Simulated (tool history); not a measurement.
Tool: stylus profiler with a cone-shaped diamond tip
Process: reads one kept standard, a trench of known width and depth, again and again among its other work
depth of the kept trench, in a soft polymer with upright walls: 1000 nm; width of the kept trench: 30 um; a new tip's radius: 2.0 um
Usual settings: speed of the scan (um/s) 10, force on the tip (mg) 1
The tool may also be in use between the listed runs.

run    hour  speed of the scan (um/s)  force on the tip (mg)  depth of the trench (nm)  width of the trench's floor (nm)
  1       0                        10                      1                   1008.48                             25480
  2    25.3                        10                      1                   1008.82                             25480
  3    58.1                        10                      1                   1009.02                             25400
  4     104                        10                      1                   1009.41                             25330
  5   126.6                        10                      1                   1009.57                             25350
  6   154.3                        10                      1                   1009.68                             25210
  7   189.8                        10                   0.99                   1009.78                             25220
  8   215.2                        23                      1                   1009.79                             25050
  9   254.9                        23                      1                   1009.75                             24930
 10   300.5                        23                      1                   1010.33                             24860
 11   346.9                        23                      1                   1010.47                             24770
 12   384.1                        23                    0.7                   1009.01                             24700
 13   417.7                        23                    0.7                   1008.68                             24690
 14   438.9                        23                    0.7                   1009.34                             24570
 15   467.3                        10                   1.24                   1011.49                             24710
 16   509.6                        10                   1.24                   1011.53                             24640
 17   539.3                        10                    2.4                   1016.84                             24500
      544.8  -- new tip fitted, height scale calibrated
 18   590.4                        10                    2.4                   1012.64                             26280
 19   631.1                        10                    2.4                   1012.82                             26240
 20   676.1                        10                    2.4                   1012.76                             26050
 21   709.8                        10                      1                   1007.38                             26010
 22   750.8                        10                      1                   1007.58                             25900
 23   796.3                        10                      1                   1008.03                             25850
 24   832.4                         3                   1.35                   1009.05                             25750
 25   863.7                         3                   1.35                   1009.82                             25700
 26   906.9                         3                   0.53                   1005.59                             25610
 27   956.5                        10                      1                   1008.42                             25460
 28   991.9                        27                   1.89                   1011.98                             25340
 29  1029.4                        27                   1.89                   1012.53                             25290
 30  1062.4                        27                   1.89                   1012.07                             25270
 31  1087.5                         7                   0.68                   1007.25                             25250
 32  1123.2                         3                   0.39                   1005.87                             25230
 33    1155                         2                    0.7                   1007.35                             25140
 34  1199.4                         5                    2.4                   1014.96                             25080
 35  1239.2                        10                   1.71                   1012.68                             24970
 36  1275.5                         2                   0.36                   1005.84                             24950
 37  1304.7                        21                   0.72                   1008.38                             24750
 38  1342.8                        37                   0.38                   1006.35                             24510
 39  1389.5                        37                   1.59                   1012.71                             24640
 40  1411.2                         2                   1.54                   1012.48                             24660
 41  1447.7                         7                   0.68                   1008.54                             24590
 42  1490.4                         7                   2.11                   1014.45                             24580
 43  1517.5                        10                   0.92                   1009.67                             24420
     1531.4  -- new tip fitted, height scale calibrated
 44  1552.7                        10                   0.92                   1006.42                             26430
 45    1594                        24                   1.87                   1010.82                             26280

Forecast each of these 5 alternatives for the next run:
  A  1639.6                        35                   1.87                         ?                                 ?
  B  1639.6                        19                      1                         ?                                 ?
  C  1639.6                        15                   1.36                         ?                                 ?
  D  1639.6                         6                   0.86                         ?                                 ?
  E  1639.6                         7                   0.39                         ?                                 ?

run  depth of the trench (nm)  width of the trench's floor (nm)
  A                   1011.38                             26100
  B                   1007.01                             26120
  C                    1009.4                             26270
  D                   1007.07                             26250
  E                    1003.9                             26180
Without the tool's hidden state the same runs would have given:
run  depth of the trench (nm)  width of the trench's floor (nm)
  A                   1010.84                             26380
  B                   1006.46                             26410
  C                   1008.86                             26560
  D                   1006.53                             26530
  E                   1003.36                             26470
